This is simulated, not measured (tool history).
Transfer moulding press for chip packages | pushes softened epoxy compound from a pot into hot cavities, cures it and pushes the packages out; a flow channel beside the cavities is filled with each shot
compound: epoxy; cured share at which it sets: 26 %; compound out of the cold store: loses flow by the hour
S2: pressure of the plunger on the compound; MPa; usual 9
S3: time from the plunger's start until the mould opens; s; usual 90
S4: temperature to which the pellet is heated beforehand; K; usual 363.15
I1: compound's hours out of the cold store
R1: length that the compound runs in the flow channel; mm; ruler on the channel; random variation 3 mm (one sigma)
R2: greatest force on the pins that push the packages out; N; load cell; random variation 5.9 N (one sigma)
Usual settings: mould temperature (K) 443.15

Run 1, day 0: usual settings; I1 42.1. Result: R1 637 mm, R2 300 N.
Run 2, day 0.429: usual settings; I1 29.2. Result: R1 675 mm, R2 288 N.
Run 3, day 1.375: usual settings; I1 44.1. Result: R1 622 mm, R2 300 N.
Run 4, day 2.012: usual settings but S3 83 s; I1 11.6. Result: R1 742 mm, R2 382 N.
At day 2.429: cavities cleaned with cleaning compound and waxed.
Run 5, day 2.812: usual settings but S3 83 s; I1 26.7. Result: R1 684 mm, R2 269 N.
Run 6, day 3.588: usual settings but mould temperature (K) 446.15; I1 18.4. Result: R1 705 mm, R2 236 N.
Run 7, day 4.304: usual settings but S4 365.15 K; I1 24.8. Result: R1 683 mm, R2 275 N.
Run 8, day 5.133: usual settings but S4 365.15 K; I1 16.9. Result: R1 715 mm, R2 303 N.
Run 9, day 5.542: usual settings but S4 366.15 K; I1 31.3. Result: R1 659 mm, R2 297 N.
Run 10, day 6.25: usual settings but mould temperature (K) 439.15, S3 102 s, S4 368.15 K; I1 15.7. Result: R1 738 mm, R2 323 N.
Run 11, day 7.171: usual settings but S3 71 s; I1 41.9. Result: R1 619 mm, R2 506 N.
At day 7.633: cavities cleaned with cleaning compound and waxed.
Run 12, day 7.692: usual settings but S3 71 s; I1 26.2. Result: R1 677 mm, R2 386 N.
Run 13, day 8.238: usual settings but mould temperature (K) 450.15, S2 10.36 MPa, S3 117 s, S4 365.15 K; I1 22. Result: R1 722 mm, R2 191 N.
Run 14, day 8.817: usual settings but mould temperature (K) 436.15, S3 116 s; I1 16.8. Result: R1 732 mm, R2 277 N.
Run 15, day 9.675: usual settings but S2 8.16 MPa; I1 28.1. Result: R1 631 mm, R2 281 N.
Run 16, day 10.246: usual settings but S2 8.16 MPa; I1 18.2. Result: R1 663 mm, R2 307 N.
Run 17, day 10.792: usual settings but mould temperature (K) 447.15, S2 7.15 MPa, S3 78 s; I1 44.9. Result: R1 526 mm, R2 298 N.
Run 18, day 11.567: usual settings but mould temperature (K) 447.15, S2 7.15 MPa, S3 78 s, S4 364.15 K; I1 10.2. Result: R1 641 mm, R2 326 N.

Forecast each of these 5 alternatives for the next run:
Run A, day 12.3: usual settings but mould temperature (K) 447.15, S2 7.15 MPa, S3 78 s, S4 365.15 K; I1 47.6. Result: R1 ?, R2 ?.
Run B, day 12.3: usual settings but S2 8.17 MPa, S4 356.15 K; I1 20.3. Result: R1 ?, R2 ?.
Run C, day 12.3: usual settings but mould temperature (K) 438.15, S2 7.15 MPa, S3 78 s, S4 364.15 K; I1 11.6. Result: R1 ?, R2 ?.
Run D, day 12.3: usual settings but mould temperature (K) 449.15, S3 74 s, S4 356.15 K; I1 47.7. Result: R1 ?, R2 ?.
Run E, day 12.3: usual settings but S4 369.15 K; I1 27.3. Result: R1 ?, R2 ?.

run   R1   R2
  A  516  301
  B  653  321
  C  659  671
  D  575  318
  E  662  308
Without the tool's hidden state the same runs would have given:
run   R1   R2
  A  544  203
  B  688  215
  C  694  442
  D  606  214
  E  698  207
